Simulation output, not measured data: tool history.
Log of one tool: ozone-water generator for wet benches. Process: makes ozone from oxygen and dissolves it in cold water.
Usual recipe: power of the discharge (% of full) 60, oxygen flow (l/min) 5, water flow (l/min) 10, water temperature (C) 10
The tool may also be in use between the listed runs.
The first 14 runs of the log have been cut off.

run   hour  power of the discharge (% of full)  oxygen flow (l/min)  water flow (l/min)  water temperature (C)  dissolved ozone (ppm)  ozone in the gas ahead of the water (g/m3)
 15  486.6                                  60                    5                  10                     10                   22.2                                       130.2
 16    518                                  60                    5                  10                     10                   22.2                                       131.3
 17  551.5                                  60                    5                  10                     10                   22.5                                       131.3
 18  593.8                                  60                    5                  10                     10                   21.6                                       131.1
 19    626                                  60                    5                  10                     10                   22.1                                         132
 20  660.8                                  56                 2.64                  11                     12                   20.5                                       191.4
 21  690.3                                  56                 2.64                  11                     12                   20.5                                       191.8
 22  728.7                                  72                 7.74                  10                     11                   21.4                                       109.5
 23    764                                  72                 7.74                  10                     11                   21.9                                       111.7

Run 24 comes next. What will it give?
 24  794.1                                  50                    5                  10                     10                      ?                                           ?

{"run 24": {"dissolved ozone (ppm)": 19.8, "ozone in the gas ahead of the water (g/m3)": 115.6}}
Minus the tool's unlogged condition, the same run would have read dissolved ozone (ppm) 20.4, ozone in the gas ahead of the water (g/m3) 117.3.
